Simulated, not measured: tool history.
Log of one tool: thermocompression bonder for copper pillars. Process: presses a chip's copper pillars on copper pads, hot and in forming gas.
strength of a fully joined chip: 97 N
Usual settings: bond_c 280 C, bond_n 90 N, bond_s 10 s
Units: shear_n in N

| run | hour | bond_c | bond_n | bond_s | shear_n |
|---|---|---|---|---|---|
| 1 | 0 | 280 | 90 | 10 | 72.7 |
| 2 | 30.7 | 280 | 90 | 10 | 72.7 |
| 3 | 62 | 280 | 90 | 10 | 71.9 |
| 4 | 97.1 | 280 | 90 | 14 | 77.8 |
| 5 | 123 | 265 | 90 | 10 | 66.1 |
| 6 | 143.9 | 280 | 90 | 10 | 72.4 |
| 7 | 165.9 | 280 | 90 | 10 | 72.4 |
| 8 | 212.7 | 280 | 90 | 10 | 72.5 |
|  | 256.9 | force cell calibrated |
| 9 | 263.9 | 282 | 90 | 10 | 73.6 |
|  | 285.8 | forming gas filter changed |
| 10 | 297.4 | 282 | 90 | 10 | 73.7 |
| 11 | 324.8 | 298 | 90 | 10 | 79.2 |
| 12 | 352.2 | 296 | 90 | 10 | 78.9 |
| 13 | 397.2 | 296 | 90 | 10 | 79.1 |
|  | 440.2 | heater calibrated with a thermocouple chip |
| 14 | 448.5 | 296 | 90 | 10 | 78.5 |
| 15 | 492.7 | 280 | 90 | 10 | 72.8 |
| 16 | 527.8 | 310 | 90 | 10 | 83.3 |
| 17 | 562.4 | 310 | 90 | 10 | 83.2 |
|  | 583.3 | forming gas filter changed |
| 18 | 597.4 | 280 | 90 | 7 | 66.6 |
| 19 | 642.9 | 280 | 90 | 7 | 67.3 |
| 20 | 680 | 280 | 90 | 7 | 66.6 |
| 21 | 713 | 267 | 124 | 8 | 75.1 |
| 22 | 748.2 | 292 | 113 | 13 | 87.6 |
| 23 | 787.1 | 292 | 113 | 13 | 87.9 |
| 24 | 829.1 | 292 | 75 | 13 | 74.8 |
| 25 | 871.3 | 307 | 90 | 10 | 82.5 |
|  | 879.4 | forming gas filter changed |
| 26 | 900.8 | 307 | 90 | 10 | 82.6 |
| 27 | 921.4 | 280 | 72 | 10 | 63.5 |
| 28 | 949.2 | 257 | 129 | 9 | 74.4 |
| 29 | 977.1 | 306 | 90 | 24 | 91.8 |
| 30 | 1003.4 | 306 | 90 | 24 | 91.7 |
| 31 | 1050.7 | 286 | 56 | 10 | 56.2 |
| 32 | 1084.2 | 286 | 56 | 10 | 56.6 |
| 33 | 1118.1 | 271 | 90 | 10 | 69.2 |
| 34 | 1153.4 | 280 | 90 | 6 | 63.5 |
|  | 1174.1 | forming gas filter changed |
| 35 | 1174.3 | 280 | 90 | 6 | 63.4 |
| 36 | 1197.1 | 280 | 90 | 6 | 64.2 |
| 37 | 1242.3 | 280 | 133 | 9 | 84.6 |
| 38 | 1284.2 | 280 | 133 | 9 | 84.3 |
| 39 | 1317.2 | 292 | 79 | 19 | 82.8 |

4 ways to go on from here, each from the tool as it stands after run 39. What would each give?
| A | 1360.6 | 294 | 79 | 19 | ? |
| B | 1360.6 | 268 | 54 | 12 | ? |
| C | 1360.6 | 292 | 79 | 19 | ? |
| D | 1360.6 | 292 | 66 | 26 | ? |

| run | shear_n |
|---|---|
| A | 83 |
| B | 50 |
| C | 82.1 |
| D | 81.3 |
Without the tool's hidden state the same runs would have given:
| run | shear_n |
|---|---|
| A | 83 |
| B | 49.9 |
| C | 82.1 |
| D | 81.3 |
